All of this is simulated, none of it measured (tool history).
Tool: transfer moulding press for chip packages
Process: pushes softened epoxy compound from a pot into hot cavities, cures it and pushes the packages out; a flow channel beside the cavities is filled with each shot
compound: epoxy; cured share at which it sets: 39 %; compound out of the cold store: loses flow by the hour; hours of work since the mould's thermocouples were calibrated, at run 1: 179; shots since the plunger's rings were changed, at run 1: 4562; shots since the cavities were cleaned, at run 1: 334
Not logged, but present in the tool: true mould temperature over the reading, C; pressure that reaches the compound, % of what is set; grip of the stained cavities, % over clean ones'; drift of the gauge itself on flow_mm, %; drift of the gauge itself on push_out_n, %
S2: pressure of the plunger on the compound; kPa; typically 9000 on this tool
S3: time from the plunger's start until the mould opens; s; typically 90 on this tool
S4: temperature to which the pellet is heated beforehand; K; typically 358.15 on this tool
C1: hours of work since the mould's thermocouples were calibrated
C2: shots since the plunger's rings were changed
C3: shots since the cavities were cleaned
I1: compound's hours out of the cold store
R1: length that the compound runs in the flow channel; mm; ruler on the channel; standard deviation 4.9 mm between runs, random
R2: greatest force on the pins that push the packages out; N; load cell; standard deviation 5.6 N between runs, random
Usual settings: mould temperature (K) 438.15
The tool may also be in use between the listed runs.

run 1 hour=0.0 | mould_temperature_(K)=438.15 S2=9000 S3=90 S4=358.15 | C1=179 C2=4562 C3=334 | I1=14.4 | R1=907 R2=217
-- hour=7.9 cavities cleaned with cleaning compound and waxed
run 2 hour=10.3 | mould_temperature_(K)=438.15 S2=9000 S3=90 S4=358.15 | C1=187 C2=4713 C3=41 | I1=17.8 | R1=881 R2=210
run 3 hour=19.5 | mould_temperature_(K)=438.15 S2=9000 S3=90 S4=358.15 | C1=194 C2=4871 C3=199 | I1=19.6 | R1=865 R2=206
run 4 hour=23.7 | mould_temperature_(K)=438.15 S2=9000 S3=90 S4=358.15 | C1=197 C2=4944 C3=272 | I1=10.6 | R1=920 R2=209
run 5 hour=28.1 | mould_temperature_(K)=438.15 S2=9000 S3=90 S4=358.15 | C1=201 C2=5018 C3=346 | I1=13.9 | R1=911 R2=211
run 6 hour=32.5 | mould_temperature_(K)=438.15 S2=9000 S3=90 S4=358.15 | C1=204 C2=5093 C3=421 | I1=35.5 | R1=805 R2=207
-- hour=35.4 cavities cleaned with cleaning compound and waxed
run 7 hour=43.6 | mould_temperature_(K)=438.15 S2=9000 S3=90 S4=358.15 | C1=212 C2=5259 C3=142 | I1=35.5 | R1=808 R2=206
run 8 hour=48.8 | mould_temperature_(K)=438.15 S2=9000 S3=90 S4=358.15 | C1=216 C2=5348 C3=231 | I1=32.2 | R1=820 R2=206
-- hour=53.2 plunger's sealing rings changed
run 9 hour=59.8 | mould_temperature_(K)=438.15 S2=9000 S3=90 S4=358.15 | C1=223 C2=112 C3=377 | I1=26.7 | R1=844 R2=198
-- hour=65.6 cavities cleaned with cleaning compound and waxed
run 10 hour=69.1 | mould_temperature_(K)=438.15 S2=9000 S3=127 S4=358.15 | C1=229 C2=247 C3=60 | I1=31.5 | R1=827 R2=180
run 11 hour=77.9 | mould_temperature_(K)=438.15 S2=9000 S3=127 S4=358.15 | C1=236 C2=397 C3=210 | I1=37.5 | R1=793 R2=173
run 12 hour=87.5 | mould_temperature_(K)=438.15 S2=9000 S3=73 S4=367.15 | C1=244 C2=563 C3=376 | I1=30.8 | R1=821 R2=272
-- hour=93.1 cavities cleaned with cleaning compound and waxed
run 13 hour=96.0 | mould_temperature_(K)=443.15 S2=9000 S3=90 S4=349.15 | C1=249 C2=683 C3=50 | I1=34.5 | R1=803 R2=188
run 14 hour=105.5 | mould_temperature_(K)=437.15 S2=9000 S3=90 S4=358.15 | C1=257 C2=846 C3=213 | I1=12.5 | R1=916 R2=221
run 15 hour=110.1 | mould_temperature_(K)=437.15 S2=7850 S3=90 S4=354.15 | C1=261 C2=925 C3=292 | I1=14.5 | R1=845 R2=234
run 16 hour=118.3 | mould_temperature_(K)=438.15 S2=9000 S3=109 S4=358.15 | C1=267 C2=1066 C3=433 | I1=41.9 | R1=785 R2=173
-- hour=120.6 cavities cleaned with cleaning compound and waxed
run 17 hour=128.5 | mould_temperature_(K)=438.15 S2=9000 S3=90 S4=349.15 | C1=274 C2=1215 C3=135 | I1=44.5 | R1=775 R2=205

Consider 5 possible next runs. They are alternatives, not a sequence: every one starts from the tool as it was left by run 17. What does each give?
run A hour=133.0 | mould_temperature_(K)=436.15 S2=9620 S3=90 S4=358.15 | C1=278 C2=1293 C3=213 | I1=13.6 | R1=? R2=?
run B hour=133.0 | mould_temperature_(K)=446.15 S2=9000 S3=73 S4=351.15 | C1=278 C2=1293 C3=213 | I1=17.4 | R1=? R2=?
run C hour=133.0 | mould_temperature_(K)=430.15 S2=9000 S3=90 S4=349.15 | C1=278 C2=1293 C3=213 | I1=42.0 | R1=? R2=?
run D hour=133.0 | mould_temperature_(K)=438.15 S2=8950 S3=90 S4=349.15 | C1=278 C2=1293 C3=213 | I1=29.6 | R1=? R2=?
run E hour=133.0 | mould_temperature_(K)=438.15 S2=8610 S3=90 S4=353.15 | C1=278 C2=1293 C3=213 | I1=43.1 | R1=? R2=?

run=A R1=942 R2=240
run=B R1=862 R2=209
run=C R1=811 R2=305
run=D R1=828 R2=208
run=E R1=764 R2=199
Take away the tool's hidden state, keep each run's random variation, and the runs would have read:
run=A R1=943 R2=238
run=B R1=862 R2=207
run=C R1=812 R2=303
run=D R1=828 R2=206
run=E R1=764 R2=197

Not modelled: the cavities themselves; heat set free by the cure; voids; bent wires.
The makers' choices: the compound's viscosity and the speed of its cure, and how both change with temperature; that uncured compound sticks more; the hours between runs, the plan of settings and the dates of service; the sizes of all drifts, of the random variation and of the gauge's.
